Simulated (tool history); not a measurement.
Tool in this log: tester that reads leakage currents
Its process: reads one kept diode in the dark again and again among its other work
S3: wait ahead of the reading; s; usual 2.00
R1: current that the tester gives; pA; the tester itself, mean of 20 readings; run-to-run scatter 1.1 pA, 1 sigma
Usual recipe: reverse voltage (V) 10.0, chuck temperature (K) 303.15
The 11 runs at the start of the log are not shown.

Run 12, day 33.621: usual settings but chuck temperature (K) 326.15, S3 0.33 s. Result: R1 2195.22 pA.
Run 13, day 36.996: usual settings but chuck temperature (K) 326.15, S3 0.39 s. Result: R1 2190.60 pA.
Run 14, day 40.329: usual settings but chuck temperature (K) 318.15. Result: R1 1198.83 pA.
Run 15, day 45.092: usual settings but chuck temperature (K) 318.15. Result: R1 1197.92 pA.
Run 16, day 49.379: usual settings but chuck temperature (K) 304.15. Result: R1 383.21 pA.
Run 17, day 51.729: usual settings but chuck temperature (K) 304.15. Result: R1 384.64 pA.
Run 18, day 54.750: usual settings but chuck temperature (K) 304.15. Result: R1 386.52 pA.
Run 19, day 58.662: usual settings but reverse voltage (V) 2.5. Result: R1 175.96 pA.

Run 20, settings as shown, results not yet in. Your forecast:
Run 20, day 60.812: usual settings but reverse voltage (V) 2.5. Result: R1 ?.

R1: 175.63 pA
With the hidden condition absent and the run-to-run variation left alone, this run would have shown R1 175.45 pA.
